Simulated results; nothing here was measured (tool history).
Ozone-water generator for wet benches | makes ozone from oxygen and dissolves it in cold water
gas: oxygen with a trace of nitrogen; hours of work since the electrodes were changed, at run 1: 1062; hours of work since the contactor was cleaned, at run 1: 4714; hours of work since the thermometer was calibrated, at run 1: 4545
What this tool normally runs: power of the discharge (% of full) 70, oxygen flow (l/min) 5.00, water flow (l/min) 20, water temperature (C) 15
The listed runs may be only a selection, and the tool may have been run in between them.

run    hour  power of the discharge (% of full)  oxygen flow (l/min)  water flow (l/min)  water temperature (C)  hours of work since the electrodes were changed  hours of work since the contactor was cleaned  hours of work since the thermometer was calibrated  dissolved ozone (ppm)  ozone in the gas ahead of the water (g/m3)
  1     0.0                                  70                 5.00                  20                     15                                             1062                                           4714                                                4545                   15.6                                       140.8
  2    49.1                                  70                 5.00                  20                     15                                             1100                                           4752                                                4584                   15.6                                       142.4
  3    77.9                                  70                 5.00                  20                     15                                             1123                                           4775                                                4607                   15.6                                       140.3
  4   100.2                                  70                 5.00                  20                     15                                             1141                                           4792                                                4624                   15.7                                       141.6
  5   142.8                                  70                 5.00                  20                     15                                             1174                                           4826                                                4658                   15.7                                       140.7
  6   169.5                                  70                 5.00                  29                     15                                             1195                                           4847                                                4678                   10.5                                       141.6
  7   190.7                                  70                 5.00                  20                     15                                             1212                                           4863                                                4695                   15.9                                       140.6
      232.8  -- contactor cleaned
  8   241.7                                  70                 5.00                  20                     12                                             1248                                              7                                                4732                   17.2                                       140.5
  9   291.3                                  70                 5.00                  20                     12                                             1287                                             46                                                4771                   17.2                                       140.5
 10   327.7                                  70                 5.00                  20                     12                                             1316                                             74                                                4799                   16.9                                       139.3
 11   349.8                                  70                 5.00                  20                     12                                             1333                                             92                                                4817                   17.0                                       140.3
 12   385.7                                  70                 5.00                  20                     12                                             1361                                            120                                                4845                   16.8                                       140.3
 13   414.0                                  70                 5.00                  20                     12                                             1384                                            142                                                4867                   16.9                                       141.1
 14   443.5                                  70                 2.88                  20                     15                                             1407                                            165                                                4890                   15.3                                       191.5
 15   469.4                                  70                 5.00                  20                     22                                             1427                                            186                                                4911                   14.6                                       140.1
 16   503.6                                  70                 5.00                  22                     22                                             1454                                            213                                                4938                   13.5                                       139.6
 17   547.9                                  73                 5.00                  16                     10                                             1489                                            247                                                4972                   21.7                                       144.9
 18   593.8                                  73                 5.34                  16                     10                                             1525                                            283                                                5008                   21.9                                       138.5
 19   619.8                                  70                 5.00                  20                     21                                             1545                                            304                                                5029                   14.9                                       140.0
      624.6  -- water thermometer calibrated
 20   670.6                                  70                 5.00                  20                     21                                             1585                                            343                                                  36                   15.0                                       138.6
 21   698.6                                  70                 4.26                  31                     21                                             1607                                            365                                                  58                    9.8                                       153.5
 22   737.5                                  59                 5.00                  15                     10                                             1637                                            396                                                  89                   19.2                                       120.3
 23   782.1                                  73                 7.53                  15                     10                                             1672                                            431                                                 124                   22.8                                       115.5
 24   802.5                                  74                 4.46                  15                     10                                             1688                                            447                                                 140                   23.3                                       155.5
 25   845.3                                  99                 5.42                  16                     10                                             1722                                            480                                                 173                   28.7                                       179.2
 26   878.2                                  99                 5.42                  16                     10                                             1748                                            506                                                 199                   28.2                                       179.1
 27   912.8                                  99                 5.42                  16                     10                                             1775                                            533                                                 226                   28.3                                       179.3
 28   950.0                                  99                 2.57                  16                     10                                             1804                                            563                                                 255                   27.0                                       269.3
 29   984.5                                  99                 2.57                  16                     10                                             1831                                            590                                                 282                   26.8                                       271.4
 30  1023.8                                  99                 2.57                  16                     10                                             1862                                            620                                                 313                   26.7                                       270.0
 31  1072.5                                  68                 2.57                  14                      9                                             1900                                            659                                                 352                   21.6                                       195.5
 32  1109.0                                  70                 6.56                  20                     15                                             1929                                            687                                                 380                   16.3                                       119.6

A few steps of dissolved ozone (ppm) between consecutive runs. Split each: what settings, incoming material and random variation would produce without the hidden state, and what is left over for the hidden state, along with gauge scatter present in only one of the two compared results (measured, and without hidden state):
Hidden state present: yield of the discharge, % of new electrodes'; contactor's efficiency, % of a clean one's; true water temperature over the reading, C; drift of the gauge itself on ozone_ppm, %; drift of the gauge itself on gas_g_m3, %.
Run 7 -> 8: water temperature (C) 15 -> 12, contactor cleaned. dissolved ozone (ppm) +1.3: hidden state +0.8, all else +0.5.
Run 16 -> 17: power of the discharge (% of full) 70 -> 73, water flow (l/min) 22 -> 16, water temperature (C) 22 -> 10. dissolved ozone (ppm) +8.2: hidden state -0.3, all else +8.5.
Run 18 -> 19: power of the discharge (% of full) 73 -> 70, oxygen flow (l/min) 5.34 -> 5.00, water flow (l/min) 16 -> 20, water temperature (C) 10 -> 21. dissolved ozone (ppm) -7.0: hidden state +0.3, all else -7.3.
Run 21 -> 22: power of the discharge (% of full) 70 -> 59, oxygen flow (l/min) 4.26 -> 5.00, water flow (l/min) 31 -> 15, water temperature (C) 21 -> 10. dissolved ozone (ppm) +9.4: hidden state -0.3, all else +9.7.
Run 24 -> 25: power of the discharge (% of full) 74 -> 99, oxygen flow (l/min) 4.46 -> 5.42, water flow (l/min) 15 -> 16. dissolved ozone (ppm) +5.4: hidden state -0.5, all else +5.9.
Run 30 -> 31: power of the discharge (% of full) 99 -> 68, water flow (l/min) 16 -> 14, water temperature (C) 10 -> 9. dissolved ozone (ppm) -5.1: hidden state +0.7, all else -5.8.
